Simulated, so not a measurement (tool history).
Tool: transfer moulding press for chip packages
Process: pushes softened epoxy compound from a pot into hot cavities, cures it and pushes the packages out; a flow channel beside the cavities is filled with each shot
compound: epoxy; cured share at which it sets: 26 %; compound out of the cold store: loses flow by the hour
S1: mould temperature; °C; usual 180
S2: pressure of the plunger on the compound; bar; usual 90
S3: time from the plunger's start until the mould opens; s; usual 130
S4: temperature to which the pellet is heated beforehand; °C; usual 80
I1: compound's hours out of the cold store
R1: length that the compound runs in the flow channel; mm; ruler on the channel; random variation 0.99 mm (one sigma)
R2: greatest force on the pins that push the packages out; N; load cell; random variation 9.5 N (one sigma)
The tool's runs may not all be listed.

| run | hour | S1 | S2 | S3 | S4 | I1 | R1 | R2 |
|---|---|---|---|---|---|---|---|---|
| 1 | 0 | 180 | 90 | 130 | 80 | 44.9 | 475 | 436 |
| 2 | 23 | 180 | 90 | 130 | 80 | 11.3 | 568.7 | 528 |
| 3 | 53.3 | 180 | 90 | 130 | 80 | 19.2 | 542.7 | 606 |
| 4 | 73.3 | 180 | 90 | 130 | 80 | 15 | 554.8 | 656 |
| 5 | 95.1 | 180 | 76.7 | 130 | 80 | 43.5 | 440.5 | 704 |
| 6 | 111.6 | 180 | 90 | 127 | 80 | 32.6 | 503.7 | 734 |
| 7 | 130.9 | 180 | 90 | 168 | 80 | 35.3 | 498.4 | 672 |
|  | 153.4 | cavities cleaned with cleaning compound and waxed |
| 8 | 164.4 | 180 | 90 | 168 | 80 | 41 | 480.2 | 751 |
| 9 | 181.4 | 180 | 90 | 168 | 80 | 38.8 | 486.8 | 790 |
| 10 | 200.7 | 180 | 90 | 130 | 80 | 35.4 | 492.9 | 884 |
|  | 236.1 | plunger's sealing rings changed |
| 11 | 236.1 | 180 | 90 | 130 | 80 | 44.9 | 480.5 | 887 |
|  | 257.1 | cavities cleaned with cleaning compound and waxed, once more |
| 12 | 273.8 | 174 | 75.9 | 131 | 89 | 29 | 483.2 | 637 |
| 13 | 294.4 | 180 | 82.2 | 130 | 75 | 9.5 | 553.1 | 589 |
| 14 | 312.8 | 178 | 90 | 130 | 85 | 25 | 532.1 | 663 |
| 15 | 329.2 | 178 | 90 | 130 | 85 | 18.4 | 550.4 | 713 |
| 16 | 361.8 | 175 | 68.6 | 119 | 79 | 34.1 | 443.9 | 1030 |
| 17 | 398.2 | 175 | 68.6 | 119 | 79 | 21.1 | 476.8 | 1101 |
|  | 412.1 | cavities cleaned with cleaning compound and waxed |
| 18 | 426.4 | 175 | 68.6 | 119 | 79 | 19.6 | 478.5 | 724 |
| 19 | 442.6 | 175 | 68.6 | 119 | 79 | 21.4 | 473.6 | 784 |
| 20 | 457.6 | 180 | 83.6 | 168 | 80 | 34.7 | 485.4 | 519 |
| 21 | 480 | 176 | 90 | 127 | 73 | 45 | 476.4 | 767 |
| 22 | 505.4 | 182 | 90 | 130 | 74 | 28.2 | 516.3 | 655 |

Forecast each of these 5 alternatives for the next run:
| A | 532.9 | 180 | 90 | 130 | 83 | 14.5 | ? | ? |
| B | 532.9 | 180 | 101.4 | 130 | 80 | 41.2 | ? | ? |
| C | 532.9 | 182 | 90 | 138 | 86 | 14.3 | ? | ? |
| D | 532.9 | 182 | 87.5 | 133 | 80 | 12.4 | ? | ? |
| E | 532.9 | 182 | 90 | 170 | 74 | 28.2 | ? | ? |

| run | R1 | R2 |
|---|---|---|
| A | 557.6 | 739 |
| B | 512.1 | 730 |
| C | 555.6 | 677 |
| D | 555.1 | 713 |
| E | 516.7 | 657 |
Without the tool's hidden state the same runs would have given:
| run | R1 | R2 |
|---|---|---|
| A | 567.6 | 443 |
| B | 521.3 | 439 |
| C | 565.5 | 403 |
| D | 565 | 428 |
| E | 525.9 | 391 |
